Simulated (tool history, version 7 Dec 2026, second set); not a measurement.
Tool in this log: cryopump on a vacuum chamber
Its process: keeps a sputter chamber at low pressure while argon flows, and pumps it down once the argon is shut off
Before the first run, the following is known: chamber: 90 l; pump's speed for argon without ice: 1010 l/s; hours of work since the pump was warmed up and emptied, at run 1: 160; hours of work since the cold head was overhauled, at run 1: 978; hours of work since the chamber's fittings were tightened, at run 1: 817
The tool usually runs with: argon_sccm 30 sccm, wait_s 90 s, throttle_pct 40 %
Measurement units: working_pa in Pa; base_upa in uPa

run	hour	argon_sccm	wait_s	throttle_pct	hours of work since the pump was warmed up and emptied	hours of work since the cold head was overhauled	hours of work since the chamber's fittings were tightened	working_pa	base_upa
1	0.0	30	90	40	160	978	817	0.1363	1.57
2	44.4	17	90	40	196	1014	854	0.0794	1.57
3	70.6	22	90	40	217	1035	875	0.1032	1.65
4	115.2	22	90	40	253	1072	911	0.1055	1.71
5	143.4	22	90	40	276	1095	934	0.1057	1.74
6	185.7	22	90	28	311	1129	969	0.1478	1.80
7	217.1	22	90	28	336	1155	994	0.1505	1.87
# hour 243.2: pump warmed up, emptied and cooled again
8	272.8	17	90	40	24	1196	1036	0.0715	1.53
9	327.3	17	90	40	69	1240	1080	0.0727	1.59
10	354.9	17	90	40	91	1263	1102	0.0742	1.63
11	378.2	50	67	58	110	1282	1121	0.1537	1.97
12	432.5	50	67	58	154	1326	1166	0.1600	1.96
13	467.8	36	174	58	183	1355	1194	0.1166	1.37
14	498.4	31	26	40	208	1380	1219	0.1423	3.78
15	522.1	25	90	40	227	1399	1239	0.1160	1.78
16	577.6	25	102	40	272	1444	1284	0.1184	1.81
17	605.3	18	300	24	295	1467	1306	0.1368	1.38
18	631.7	26	35	24	316	1488	1328	0.1997	3.23
# hour 679.9: pump warmed up, emptied and cooled again
19	683.6	26	35	24	3	1527	1366	0.1834	3.02
20	720.1	41	90	40	33	1556	1396	0.1754	1.72

Pick out some run-to-run changes in working_pa. Of each, how much would a tool without hidden state show as well, from the settings, what came in and chance, and how much is left for the hidden state and any gauge scatter not in both results compared?
What the log doesn't record here: pump's speed, % of a pump's without ice; cold plate's temperature, K; leak into the chamber, uPa l/s; drift of the gauge itself on working_pa, %; drift of the gauge itself on base_upa, %.
Run 7 -> 8: argon_sccm 22 -> 17, throttle_pct 28 -> 40, pump warmed up, emptied and cooled again. working_pa -0.0790 Pa: hidden state -0.0172, all else -0.0618.
Run 10 -> 11: argon_sccm 17 -> 50, wait_s 90 -> 67, throttle_pct 40 -> 58. working_pa +0.0795 Pa: hidden state +0.0072, all else +0.0723.
Run 18 -> 19: pump warmed up, emptied and cooled again. working_pa -0.0163 Pa: hidden state -0.0176, all else +0.0013.
